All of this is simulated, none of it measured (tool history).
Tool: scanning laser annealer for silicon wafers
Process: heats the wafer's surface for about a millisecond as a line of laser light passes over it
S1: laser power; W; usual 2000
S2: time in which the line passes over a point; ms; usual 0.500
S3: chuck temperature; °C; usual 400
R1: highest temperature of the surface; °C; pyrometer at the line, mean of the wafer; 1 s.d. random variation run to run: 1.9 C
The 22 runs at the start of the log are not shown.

Run 23, hour 1020.4: usual settings but S2 0.445 ms, S3 422 °C. Result: R1 1159 °C.
Run 24, hour 1072.2: usual settings but S2 0.415 ms. Result: R1 1117 °C.
Run 25, hour 1105.5: usual settings but S2 0.415 ms. Result: R1 1114 °C.
Run 26, hour 1160.3: usual settings but S2 0.415 ms. Result: R1 1118 °C.
Run 27, hour 1219.4: usual settings but S1 1941 W, S2 0.596 ms. Result: R1 1221 °C.
Run 28, hour 1266.6: usual settings but S1 1941 W, S2 0.596 ms. Result: R1 1216 °C.
Run 29, hour 1305.2: usual settings but S1 1960 W, S2 0.408 ms. Result: R1 1095 °C.
Run 30, hour 1356.7: usual settings but S1 2049 W, S3 419 °C. Result: R1 1216 °C.
Run 31, hour 1423.8: usual settings but S1 2049 W, S3 371 °C. Result: R1 1164 °C.
Run 32, hour 1482.4: usual settings but S1 2049 W, S3 371 °C. Result: R1 1170 °C.
Run 33, hour 1530.5: usual settings but S2 0.589 ms, S3 409 °C. Result: R1 1246 °C.
At hour 1559.8: window over the wafer cleaned.
Run 34, hour 1595.7: usual settings but S2 0.589 ms, S3 409 °C. Result: R1 1245 °C.
Run 35, hour 1652.7: usual settings but S1 2070 W, S2 0.593 ms, S3 431 °C. Result: R1 1298 °C.
Run 36, hour 1694.5: usual settings but S1 1886 W, S2 0.593 ms, S3 434 °C. Result: R1 1225 °C.
Run 37, hour 1759.5: usual settings but S1 1750 W, S2 0.551 ms, S3 399 °C. Result: R1 1117 °C.
Run 38, hour 1802.8: usual settings but S1 1910 W, S2 0.503 ms, S3 371 °C. Result: R1 1117 °C.
Run 39, hour 1841.4: usual settings but S1 2069 W, S2 0.367 ms, S3 406 °C. Result: R1 1108 °C.
Run 40, hour 1893.8: usual settings but S1 2069 W, S2 0.367 ms, S3 406 °C. Result: R1 1102 °C.

What if the next run were any one of these 4? Each begins from the tool's condition after run 40:
Run A, hour 1937.5: usual settings but S1 2193 W, S2 0.454 ms, S3 367 °C. Result: R1 ?.
Run B, hour 1937.5: usual settings but S1 1889 W, S3 405 °C. Result: R1 ?.
Run C, hour 1937.5: usual settings but S1 2057 W, S2 0.363 ms, S3 388 °C. Result: R1 ?.
Run D, hour 1937.5: usual settings but S1 2169 W, S2 0.491 ms, S3 394 °C. Result: R1 ?.

run    R1
  A  1180
  B  1143
  C  1081
  D  1228
Had the tool no hidden state, the same runs would have come out as:
run    R1
  A  1181
  B  1143
  C  1081
  D  1228

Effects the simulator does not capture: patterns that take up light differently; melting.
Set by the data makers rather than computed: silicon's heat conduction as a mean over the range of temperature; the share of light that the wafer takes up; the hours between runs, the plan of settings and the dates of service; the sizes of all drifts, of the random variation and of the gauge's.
